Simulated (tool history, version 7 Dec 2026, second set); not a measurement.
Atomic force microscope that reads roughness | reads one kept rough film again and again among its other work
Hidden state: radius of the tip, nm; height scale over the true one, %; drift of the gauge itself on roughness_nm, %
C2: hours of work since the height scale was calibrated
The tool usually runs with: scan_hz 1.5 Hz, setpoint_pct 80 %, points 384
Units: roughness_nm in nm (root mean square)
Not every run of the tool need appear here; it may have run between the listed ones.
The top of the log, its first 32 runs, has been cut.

run 33 hour=902.9 | scan_hz=3.99 setpoint_pct=80 points=660 | pictures_with_this_tip=123 C2=965 | roughness_nm=0.938
run 34 hour=923.4 | scan_hz=3.99 setpoint_pct=80 points=988 | pictures_with_this_tip=154 C2=980 | roughness_nm=0.932
-- hour=948.5 new tip fitted
run 35 hour=963.2 | scan_hz=3.99 setpoint_pct=80 points=988 | pictures_with_this_tip=23 C2=1010 | roughness_nm=0.969
run 36 hour=990.4 | scan_hz=3.99 setpoint_pct=80 points=988 | pictures_with_this_tip=65 C2=1030 | roughness_nm=0.954
run 37 hour=1023.5 | scan_hz=2.53 setpoint_pct=84 points=544 | pictures_with_this_tip=116 C2=1055 | roughness_nm=0.985
run 38 hour=1052.7 | scan_hz=2.53 setpoint_pct=84 points=544 | pictures_with_this_tip=161 C2=1077 | roughness_nm=0.965
-- hour=1072.6 new tip fitted
run 39 hour=1087.2 | scan_hz=2.53 setpoint_pct=84 points=544 | pictures_with_this_tip=23 C2=1102 | roughness_nm=1.008
run 40 hour=1123.2 | scan_hz=1.5 setpoint_pct=64 points=401 | pictures_with_this_tip=78 C2=1129 | roughness_nm=1.129
run 41 hour=1153.8 | scan_hz=1.5 setpoint_pct=62 points=866 | pictures_with_this_tip=125 C2=1152 | roughness_nm=1.117

Below are 3 alternative next runs, each starting from the tool's condition after run 41. Predict each:
run A hour=1181.5 | scan_hz=1.5 setpoint_pct=79 points=385 | pictures_with_this_tip=168 C2=1172 | roughness_nm=?
run B hour=1181.5 | scan_hz=1.5 setpoint_pct=80 points=395 | pictures_with_this_tip=168 C2=1172 | roughness_nm=?
run C hour=1181.5 | scan_hz=1.82 setpoint_pct=71 points=936 | pictures_with_this_tip=168 C2=1172 | roughness_nm=?

run=A roughness_nm=1.043
run=B roughness_nm=1.05
run=C roughness_nm=1.063
Had the tool no hidden state, the same runs would have come out as:
run=A roughness_nm=1.108
run=B roughness_nm=1.116
run=C roughness_nm=1.129
